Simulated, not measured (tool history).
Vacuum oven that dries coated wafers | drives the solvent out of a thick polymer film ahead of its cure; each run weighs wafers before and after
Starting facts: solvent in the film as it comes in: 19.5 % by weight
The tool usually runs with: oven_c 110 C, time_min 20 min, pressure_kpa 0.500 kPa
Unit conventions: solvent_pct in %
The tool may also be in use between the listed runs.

run,hour,oven_c,time_min,pressure_kpa,solvent_pct
1,0.0,110,20,0.500,1.00
2,8.8,110,20,0.500,0.90
3,17.6,110,17,0.500,1.37
4,23.2,110,17,0.500,1.44
5,29.9,110,17,0.500,1.42
6,37.6,110,17,0.500,1.45
7,48.1,110,17,0.500,1.44
8,58.3,110,17,0.500,1.40
9,68.7,110,20,0.500,0.99
10,78.3,110,20,0.500,1.04
11,88.6,111,20,0.500,0.92
12,98.9,111,20,0.500,0.91
13,107.0,110,20,0.420,0.98
14,120.6,110,20,0.500,0.99
15,132.9,110,14,0.500,2.22
16,144.7,110,20,0.500,0.97
17,153.1,110,20,0.500,1.03
18,163.4,110,20,0.500,1.11
19,171.6,110,20,0.500,1.05
20,183.5,110,20,0.500,1.01
21,189.4,110,20,0.500,1.09
22,201.5,110,20,0.500,1.00
23,209.4,110,28,0.500,0.49
24,223.1,110,28,0.500,0.44
25,230.8,110,28,0.500,0.51
26,240.3,119,34,0.271,0.20
27,250.0,110,34,1.600,0.92
28,256.7,97,34,0.998,1.66
29,267.4,115,14,0.461,1.30
30,279.6,115,14,0.461,1.37
31,290.9,115,14,0.461,1.33
32,301.6,105,14,0.945,3.31
# hour 304.8: oven's thermocouples calibrated
33,316.2,105,14,0.945,3.26
34,326.6,103,30,0.903,1.10
35,335.9,111,20,0.492,0.85
36,347.4,111,20,0.492,0.92
37,354.4,113,29,1.101,0.59
# hour 358.0: oven's thermocouples calibrated, once more
38,364.0,113,11,0.714,2.74
39,377.7,111,11,0.693,3.18
40,388.6,102,30,0.385,1.00
41,396.0,116,18,0.343,0.71
42,401.8,110,18,0.276,1.31
43,407.7,100,14,0.276,4.34
44,415.3,111,33,0.900,0.58
45,425.6,97,11,1.141,6.96
46,432.8,105,15,1.141,3.21
47,444.9,98,14,0.386,4.78
48,458.4,110,17,1.297,1.92

3 options for the next run, each taken on its own from the tool as it stands now. Forecast them:
A,469.0,110,19,0.500,?
B,469.0,110,19,0.533,?
C,469.0,105,21,1.091,?

run,solvent_pct
A,1.28
B,1.19
C,1.91
With no hidden state in the tool, these same runs would have given:
run,solvent_pct
A,1.23
B,1.15
C,1.86

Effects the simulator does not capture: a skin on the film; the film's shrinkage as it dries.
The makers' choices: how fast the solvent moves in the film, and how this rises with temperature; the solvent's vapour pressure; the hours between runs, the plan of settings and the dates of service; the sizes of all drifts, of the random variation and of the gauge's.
